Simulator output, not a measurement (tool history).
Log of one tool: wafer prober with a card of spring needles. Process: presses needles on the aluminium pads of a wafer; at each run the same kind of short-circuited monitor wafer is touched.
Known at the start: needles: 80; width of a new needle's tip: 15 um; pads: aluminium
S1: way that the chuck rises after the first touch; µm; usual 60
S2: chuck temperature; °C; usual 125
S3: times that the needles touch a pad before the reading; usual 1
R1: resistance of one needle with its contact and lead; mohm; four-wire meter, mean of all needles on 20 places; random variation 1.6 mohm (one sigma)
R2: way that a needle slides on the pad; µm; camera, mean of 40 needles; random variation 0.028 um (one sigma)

run	hour	S1	S2	S3	R1	R2
1	0	60	125	1	159	8.28
# hour 30.4: tips cleaned on abrasive film
2	52.4	60	30	1	145	8.27
# hour 59.8: tips cleaned on abrasive film
# hour 92.2: tips cleaned on abrasive film
# hour 124.8: tips cleaned on abrasive film
3	124.8	60	30	1	143	8.2
# hour 158.6: tips cleaned on abrasive film
# hour 180.9: height of the first contact set anew
# hour 194.2: tips cleaned on abrasive film
4	199	60	30	1	144	8.21
# hour 228: tips cleaned on abrasive film
5	251.7	60	30	1	146	8.26
# hour 259.2: tips cleaned on abrasive film
# hour 290.4: tips cleaned on abrasive film
6	298.9	60	30	1	144	8.29
# hour 323.3: tips cleaned on abrasive film
# hour 355.5: tips cleaned on abrasive film
# hour 388.9: tips cleaned on abrasive film
7	388.9	60	30	1	144	8.27
# hour 421.9: tips cleaned on abrasive film
# hour 452.7: tips cleaned on abrasive film
8	463.5	60	125	1	159	8.32
# hour 482.1: tips cleaned on abrasive film
9	507.4	60	125	1	157	8.28
# hour 512.1: tips cleaned on abrasive film
# hour 544: tips cleaned on abrasive film
10	572.2	60	125	1	160	8.27
# hour 578.6: tips cleaned on abrasive film
# hour 611.7: tips cleaned on abrasive film
11	639.5	50	48	1	149	6.89
# hour 646.9: tips cleaned on abrasive film
# hour 679.4: tips cleaned on abrasive film
12	692.2	50	29	3	145	6.87
# hour 710.4: tips cleaned on abrasive film
# hour 743.3: tips cleaned on abrasive film
# hour 774.6: tips cleaned on abrasive film
13	794.9	64	125	1	158	8.82
# hour 806.3: tips cleaned on abrasive film
# hour 838.6: tips cleaned on abrasive film
14	860.4	64	125	1	160	8.79
# hour 874.4: tips cleaned on abrasive film
# hour 906.5: tips cleaned on abrasive film
15	933	64	125	1	160	8.85
# hour 939.5: tips cleaned on abrasive film
# hour 969: tips cleaned on abrasive film
16	990.4	70	125	2	162	9.65
# hour 1002: tips cleaned on abrasive film
# hour 1032: tips cleaned on abrasive film
17	1048	60	54	1	149	8.26
# hour 1061.8: tips cleaned on abrasive film
# hour 1093.9: tips cleaned on abrasive film
# hour 1125.4: tips cleaned on abrasive film
18	1137.8	45	125	1	165	6.18
# hour 1157.4: tips cleaned on abrasive film
# hour 1176.4: height of the first contact set anew
# hour 1193.1: tips cleaned on abrasive film
19	1209.8	59	34	1	142	8.15

Forecast each of these 3 alternatives for the next run:
# hour 1224.2: tips cleaned on abrasive film
# hour 1257.9: tips cleaned on abrasive film
# hour 1291.7: tips cleaned on abrasive film
A	1291.7	59	41	1	?	?
# hour 1224.2: tips cleaned on abrasive film
# hour 1257.9: tips cleaned on abrasive film
# hour 1291.7: tips cleaned on abrasive film
B	1291.7	45	26	2	?	?
# hour 1224.2: tips cleaned on abrasive film
# hour 1257.9: tips cleaned on abrasive film
# hour 1291.7: tips cleaned on abrasive film
C	1291.7	61	69	2	?	?

run	R1	R2
A	143	8.19
B	145	6.16
C	151	8.39
Without the tool's hidden state the same runs would have given:
run	R1	R2
A	143	8.19
B	145	6.16
C	151	8.39
